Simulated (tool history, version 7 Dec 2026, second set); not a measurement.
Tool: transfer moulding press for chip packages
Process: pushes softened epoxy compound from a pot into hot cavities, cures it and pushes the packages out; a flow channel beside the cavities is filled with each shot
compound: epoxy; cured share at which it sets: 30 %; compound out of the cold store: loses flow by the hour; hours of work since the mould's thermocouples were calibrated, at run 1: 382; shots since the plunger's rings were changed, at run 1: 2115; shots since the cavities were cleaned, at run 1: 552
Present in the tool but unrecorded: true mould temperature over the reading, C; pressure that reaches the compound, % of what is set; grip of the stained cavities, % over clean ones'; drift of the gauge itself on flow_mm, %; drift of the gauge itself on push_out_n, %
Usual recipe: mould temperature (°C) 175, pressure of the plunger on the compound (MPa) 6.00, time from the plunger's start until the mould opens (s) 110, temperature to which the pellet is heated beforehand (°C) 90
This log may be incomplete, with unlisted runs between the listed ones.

| run | day | mould temperature (°C) | pressure of the plunger on the compound (MPa) | time from the plunger's start until the mould opens (s) | temperature to which the pellet is heated beforehand (°C) | hours of work since the mould's thermocouples were calibrated | shots since the plunger's rings were changed | shots since the cavities were cleaned | incoming compound's hours out of the cold store | length that the compound runs in the flow channel (mm) | greatest force on the pins that push the packages out (N) |
|---|---|---|---|---|---|---|---|---|---|---|---|
| 1 | 0.000 | 175 | 6.00 | 110 | 90 | 382 | 2115 | 552 | 32.5 | 668 | 512 |
| 2 | 0.492 | 175 | 6.32 | 110 | 90 | 389 | 2221 | 658 | 12.3 | 730 | 544 |
| 3 | 1.125 | 175 | 5.34 | 110 | 90 | 397 | 2358 | 795 | 24.5 | 644 | 565 |
| 4 | 1.521 | 175 | 5.34 | 110 | 93 | 402 | 2443 | 880 | 36.7 | 616 | 557 |
|  | 1.904 | cavities cleaned with cleaning compound and waxed |
| 5 | 2.367 | 175 | 5.34 | 110 | 93 | 412 | 2612 | 100 | 15.4 | 658 | 372 |
| 6 | 2.921 | 175 | 6.00 | 110 | 86 | 419 | 2732 | 220 | 39.8 | 652 | 414 |
| 7 | 3.279 | 175 | 6.00 | 110 | 86 | 424 | 2809 | 297 | 46.2 | 625 | 448 |
|  | 3.408 | mould's thermocouples calibrated |
| 8 | 4.188 | 175 | 6.00 | 110 | 86 | 10 | 2987 | 475 | 10.9 | 708 | 525 |
| 9 | 4.758 | 175 | 6.00 | 110 | 86 | 17 | 3110 | 598 | 8.3 | 716 | 540 |
| 10 | 5.350 | 175 | 6.00 | 110 | 86 | 25 | 3238 | 726 | 9.7 | 710 | 541 |
| 11 | 6.033 | 175 | 6.00 | 110 | 87 | 34 | 3385 | 873 | 34.6 | 650 | 554 |
|  | 6.429 | cavities cleaned with cleaning compound and waxed |
| 12 | 6.683 | 175 | 4.90 | 125 | 90 | 41 | 3512 | 55 | 13.5 | 636 | 317 |
| 13 | 7.029 | 175 | 5.26 | 149 | 81 | 46 | 3587 | 130 | 24.9 | 627 | 318 |
| 14 | 7.604 | 175 | 6.00 | 124 | 93 | 53 | 3710 | 253 | 24.2 | 671 | 402 |
|  | 8.283 | mould's thermocouples calibrated, once more |
|  | 8.504 | plunger's sealing rings changed |
| 15 | 8.558 | 169 | 6.87 | 118 | 83 | 2 | 11 | 418 | 28.1 | 744 | 559 |
| 16 | 9.329 | 175 | 6.00 | 110 | 98 | 12 | 178 | 585 | 11.1 | 723 | 518 |
| 17 | 9.850 | 175 | 6.79 | 110 | 95 | 19 | 290 | 697 | 29.0 | 725 | 557 |
| 18 | 10.629 | 172 | 6.95 | 110 | 93 | 29 | 458 | 865 | 27.5 | 746 | 601 |
|  | 11.029 | cavities cleaned with cleaning compound and waxed |
| 19 | 11.329 | 172 | 6.53 | 97 | 93 | 37 | 596 | 65 | 38.5 | 697 | 472 |

Below are 4 alternative next runs, each starting from the tool's condition after run 19. Predict each:
| A | 11.929 | 172 | 6.53 | 93 | 94 | 45 | 725 | 194 | 37.1 | ? | ? |
| B | 11.929 | 175 | 6.00 | 110 | 86 | 45 | 725 | 194 | 29.2 | ? | ? |
| C | 11.929 | 175 | 5.86 | 96 | 90 | 45 | 725 | 194 | 27.2 | ? | ? |
| D | 11.929 | 172 | 5.59 | 97 | 93 | 45 | 725 | 194 | 27.8 | ? | ? |

| run | length that the compound runs in the flow channel (mm) | greatest force on the pins that push the packages out (N) |
|---|---|---|
| A | 700 | 604 |
| B | 684 | 406 |
| C | 676 | 480 |
| D | 667 | 574 |
The same runs, with their run-to-run variation unchanged, on a tool lacking any hidden condition would have given:
| run | length that the compound runs in the flow channel (mm) | greatest force on the pins that push the packages out (N) |
|---|---|---|
| A | 706 | 452 |
| B | 690 | 310 |
| C | 681 | 363 |
| D | 672 | 430 |
